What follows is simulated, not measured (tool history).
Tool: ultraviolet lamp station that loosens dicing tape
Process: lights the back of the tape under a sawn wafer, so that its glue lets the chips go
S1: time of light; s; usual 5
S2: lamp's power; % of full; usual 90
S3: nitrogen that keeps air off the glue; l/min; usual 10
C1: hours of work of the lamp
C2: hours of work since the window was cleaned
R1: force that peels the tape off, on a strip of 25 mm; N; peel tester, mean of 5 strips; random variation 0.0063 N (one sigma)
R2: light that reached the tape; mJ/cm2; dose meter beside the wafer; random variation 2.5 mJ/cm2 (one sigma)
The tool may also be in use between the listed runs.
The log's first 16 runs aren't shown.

run,day,S1,S2,S3,C1,C2,R1,R2
17,4.996,5,90,10,206,492,0.244,243
18,5.317,3,90,10,210,495,0.672,144
19,5.629,3,90,10,213,498,0.660,148
20,5.925,4,90,5,216,502,0.665,194
# day 5.979: window cleaned of glue's vapour
21,6.250,4,90,5,219,3,0.758,178
22,6.521,4,90,5,222,6,0.751,179
23,6.733,9,89,4,225,8,0.209,401
24,7.079,5,94,3,228,12,0.737,238
25,7.500,2,64,8,233,16,2.135,61
26,7.938,2,95,4,238,21,1.963,95
# day 8.242: window cleaned of glue's vapour, once more
27,8.412,9,78,9,242,2,0.131,412
28,8.829,9,90,20,247,6,0.134,476
29,9.133,9,90,20,250,10,0.118,476
30,9.550,9,90,20,255,14,0.127,472
31,9.758,2,91,10,257,16,1.148,110
32,10.117,5,82,9,261,20,0.272,238
33,10.512,4,89,4,265,24,0.717,206

Forecast each of these 5 alternatives for the next run:
A,10.767,3,99,4,268,27,?,?
B,10.767,4,95,4,268,27,?,?
C,10.767,5,72,10,268,27,?,?
D,10.767,4,93,10,268,27,?,?
E,10.767,6,95,4,268,27,?,?

run,R1,R2
A,0.948,173
B,0.629,221
C,0.342,207
D,0.327,214
E,0.298,332
Without the tool's hidden state the same runs would have given:
run,R1,R2
A,0.824,189
B,0.534,241
C,0.289,226
D,0.277,233
E,0.253,362

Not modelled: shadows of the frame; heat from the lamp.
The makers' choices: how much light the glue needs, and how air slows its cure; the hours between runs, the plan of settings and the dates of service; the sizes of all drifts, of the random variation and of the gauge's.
